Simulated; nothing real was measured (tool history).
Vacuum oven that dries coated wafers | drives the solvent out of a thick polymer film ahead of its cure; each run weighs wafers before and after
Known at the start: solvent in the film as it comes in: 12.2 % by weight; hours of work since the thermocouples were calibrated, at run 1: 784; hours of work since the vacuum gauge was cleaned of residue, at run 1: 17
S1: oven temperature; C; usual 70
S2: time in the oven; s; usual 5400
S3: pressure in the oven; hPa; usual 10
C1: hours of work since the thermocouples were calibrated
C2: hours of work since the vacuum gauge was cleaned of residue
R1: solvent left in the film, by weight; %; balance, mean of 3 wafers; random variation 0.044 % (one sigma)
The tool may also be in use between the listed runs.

run	hour	S1	S2	S3	C1	C2	R1
1	0	70	5400	10	784	17	1.04
2	11.7	70	5400	10	789	22	0.98
3	25.1	70	5400	10	795	28	1.12
4	39.2	70	5400	10	800	34	1.01
5	45.6	70	5400	10	803	37	1.1
6	56.2	70	5400	14.1	808	41	1.09
7	70.4	70	5400	14.1	814	47	1.26
8	82.8	70	5400	10	819	52	1.03
9	98.3	70	5400	10	825	59	1.07
10	108.5	70	5400	37.2	830	63	1.94
11	116	70	5400	37.2	833	66	1.92
12	126.9	70	5400	37.2	837	71	1.92
13	142.3	70	5400	37.2	844	77	1.93
14	156	70	5400	10	849	83	1.05
15	167.3	70	5400	7.9	854	88	0.98
16	174	70	5400	7.9	857	90	0.95
17	185.8	70	5400	7.9	862	95	1.04
18	194.4	70	5400	12.9	866	99	1.13
19	207.8	70	5400	10	871	105	1.07
20	214.7	70	5400	10	874	107	1.11
21	224.6	61	5400	13.6	878	112	3.03
22	233.4	67	5400	19.8	882	115	1.97
23	244.5	67	5400	19.8	887	120	1.87
24	257.3	67	5400	19.8	892	125	1.89
25	268.5	70	6960	6.3	897	130	0.59
26	275	70	5400	7.2	899	133	1.1
27	284.9	77	8040	13.5	904	137	0.42
28	297.6	77	8040	13.5	909	142	0.35
29	306.6	77	8040	13.5	913	146	0.43
30	319.2	77	4440	10	918	151	0.53
31	328.9	77	4440	10	922	155	0.65
32	338.5	77	4440	10	926	159	0.63
33	351.6	56	2760	13.7	931	165	6.53
34	360.9	78	2760	14.7	935	169	1.41
35	375.2	78	2760	14.7	941	175	1.44
36	387.5	70	8340	8.2	947	180	0.58
37	401.4	70	8340	15.1	952	186	0.7
38	407.7	85	2940	21.3	955	188	0.66
39	420.9	85	2940	21.3	961	194	0.77
40	428.3	65	7800	9.4	964	197	1.15

The same runs without the tool's hidden state, with the same run-to-run variation:
The hidden state here: true wafer temperature over the reading, C; true pressure over the reading, kPa; drift of the gauge itself on solvent_pct, %.
run	R1
1	0.82
2	0.77
3	0.89
4	0.8
5	0.88
6	0.86
7	1.02
8	0.81
9	0.84
10	1.66
11	1.64
12	1.64
13	1.64
14	0.82
15	0.75
16	0.71
17	0.8
18	0.88
19	0.83
20	0.87
21	2.56
22	1.62
23	1.52
24	1.54
25	0.44
26	0.85
27	0.37
28	0.3
29	0.39
30	0.38
31	0.5
32	0.47
33	6.05
34	1.1
35	1.12
36	0.46
37	0.57
38	0.52
39	0.62
40	0.88

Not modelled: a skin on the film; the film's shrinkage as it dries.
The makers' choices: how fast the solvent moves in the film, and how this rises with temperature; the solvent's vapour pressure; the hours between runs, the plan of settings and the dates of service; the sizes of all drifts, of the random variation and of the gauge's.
